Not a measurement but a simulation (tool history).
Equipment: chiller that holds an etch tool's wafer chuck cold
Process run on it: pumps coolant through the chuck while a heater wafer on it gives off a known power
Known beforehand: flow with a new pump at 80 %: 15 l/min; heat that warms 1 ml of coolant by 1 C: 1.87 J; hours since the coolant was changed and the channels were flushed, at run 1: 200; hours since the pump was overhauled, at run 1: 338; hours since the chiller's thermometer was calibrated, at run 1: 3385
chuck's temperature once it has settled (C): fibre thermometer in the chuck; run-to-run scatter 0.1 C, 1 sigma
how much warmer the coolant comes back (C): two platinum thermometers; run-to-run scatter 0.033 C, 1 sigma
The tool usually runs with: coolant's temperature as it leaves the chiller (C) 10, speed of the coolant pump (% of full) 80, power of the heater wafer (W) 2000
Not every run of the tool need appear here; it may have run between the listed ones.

run,hour,coolant's temperature as it leaves the chiller (C),speed of the coolant pump (% of full),power of the heater wafer (W),hours since the coolant was changed and the channels were flushed,hours since the pump was overhauled,hours since the chiller's thermometer was calibrated,chuck's temperature once it has settled (C),how much warmer the coolant comes back (C)
1,0,10,80,2000,200,338,3385,21.2,4.35
2,90.8,10,80,2000,290,429,3476,21,4.33
3,194.9,10,80,2000,395,533,3580,21.3,4.27
4,293.7,10,80,2000,493,632,3679,21.1,4.35
5,365.5,10,80,1397,565,704,3750,17.4,3
# hour 445.8: chiller's thermometer calibrated
6,465.4,10,80,1108,664,803,20,16.9,2.4
7,538.3,10,80,1108,737,875,93,16.9,2.46
8,658.1,10,80,2000,857,995,212,22.2,4.36
9,773.5,10,80,2000,972,1111,328,22.4,4.4
10,888.2,10,80,2000,1087,1225,442,22.4,4.35
11,972.1,10,80,2000,1171,1309,526,22.5,4.3
12,1065.7,10,80,2000,1264,1403,620,22.4,4.35
13,1120.7,2,80,2000,1319,1458,675,14.7,4.4
14,1223.8,2,80,2000,1422,1561,778,14.6,4.45
15,1299.4,2,78,2000,1498,1637,854,15,4.62
16,1388,2,78,2000,1587,1725,942,15.2,4.58
17,1487.2,2,78,2000,1686,1824,1041,15.2,4.58
18,1574.4,12,72,2188,1773,1912,1129,27.7,5.44
19,1631.8,7,80,2538,1830,1969,1186,23.4,5.63
20,1682,7,80,1528,1881,2019,1236,16.7,3.38
# hour 1696: coolant pump overhauled
21,1759,9,80,2000,1953,63,1308,22.1,4.61
22,1867.6,12,80,1482,2061,172,1417,21.8,3.3
23,1945.4,6,72,2000,2139,249,1495,20.6,5.12
24,2040,6,72,2000,2234,344,1589,20.8,5.17
25,2090.7,6,72,2000,2284,395,1640,20.8,5.11

What will run 26 give?
26,2190.3,6,72,2000,2384,494,1739,?,?

{"run 26": {"chuck's temperature once it has settled (C)": 21, "how much warmer the coolant comes back (C)": 5.13}}
Without the tool's hidden state the same run would have given chuck's temperature once it has settled (C) 19.1, how much warmer the coolant comes back (C) 4.82.

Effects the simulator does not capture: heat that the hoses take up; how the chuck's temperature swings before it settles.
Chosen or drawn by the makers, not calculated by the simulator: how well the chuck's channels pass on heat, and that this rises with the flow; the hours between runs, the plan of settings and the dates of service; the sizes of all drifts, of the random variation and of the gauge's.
